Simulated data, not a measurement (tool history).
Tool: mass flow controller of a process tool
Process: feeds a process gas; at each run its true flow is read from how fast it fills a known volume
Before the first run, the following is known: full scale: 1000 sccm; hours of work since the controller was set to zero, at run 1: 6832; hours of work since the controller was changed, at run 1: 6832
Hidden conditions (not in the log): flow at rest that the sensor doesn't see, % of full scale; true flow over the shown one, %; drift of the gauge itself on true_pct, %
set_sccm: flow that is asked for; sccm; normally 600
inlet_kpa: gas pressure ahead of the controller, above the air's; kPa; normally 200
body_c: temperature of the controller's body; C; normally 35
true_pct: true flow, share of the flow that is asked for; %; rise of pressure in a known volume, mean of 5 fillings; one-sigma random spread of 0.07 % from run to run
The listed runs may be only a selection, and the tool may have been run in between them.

| run | hour | set_sccm | inlet_kpa | body_c | hours of work since the controller was set to zero | hours of work since the controller was changed | true_pct |
|---|---|---|---|---|---|---|---|
| 1 | 0.0 | 600 | 200 | 35 | 6832 | 6832 | 98.96 |
| 2 | 282.9 | 600 | 200 | 35 | 7022 | 7022 | 98.96 |
| 3 | 675.7 | 275 | 200 | 35 | 7285 | 7285 | 98.47 |
| 4 | 1227.4 | 275 | 200 | 35 | 7655 | 7655 | 98.49 |
| 5 | 1762.1 | 275 | 142 | 35 | 8013 | 8013 | 98.53 |
| 6 | 1993.3 | 600 | 200 | 35 | 8168 | 8168 | 98.32 |
| 7 | 2409.4 | 600 | 200 | 35 | 8447 | 8447 | 98.38 |
|  | 2801.6 | controller's zero set anew |
| 8 | 2801.6 | 600 | 200 | 35 | 0 | 8710 | 98.32 |
|  | 2921.9 | controller exchanged for a calibrated one |
| 9 | 3090.3 | 600 | 212 | 20 | 113 | 113 | 99.33 |
| 10 | 3515.8 | 600 | 212 | 20 | 398 | 398 | 99.19 |
| 11 | 4039.7 | 600 | 212 | 20 | 749 | 749 | 99.04 |
| 12 | 4384.6 | 600 | 183 | 36 | 981 | 981 | 97.90 |
| 13 | 4906.4 | 600 | 183 | 36 | 1330 | 1330 | 97.82 |
| 14 | 5244.7 | 756 | 245 | 35 | 1557 | 1557 | 97.52 |
| 15 | 5589.6 | 186 | 200 | 21 | 1789 | 1789 | 98.47 |

What if the next run were any one of these 3? Each begins from the tool's condition after run 15:
| A | 5982.0 | 186 | 172 | 30 | 2052 | 2052 | ? |
| B | 5982.0 | 816 | 191 | 35 | 2052 | 2052 | ? |
| C | 5982.0 | 219 | 176 | 29 | 2052 | 2052 | ? |

| run | true_pct |
|---|---|
| A | 97.89 |
| B | 97.62 |
| C | 97.83 |
The same runs, with their run-to-run variation unchanged, on a tool lacking any hidden condition would have given:
| run | true_pct |
|---|---|
| A | 99.42 |
| B | 99.14 |
| C | 99.36 |
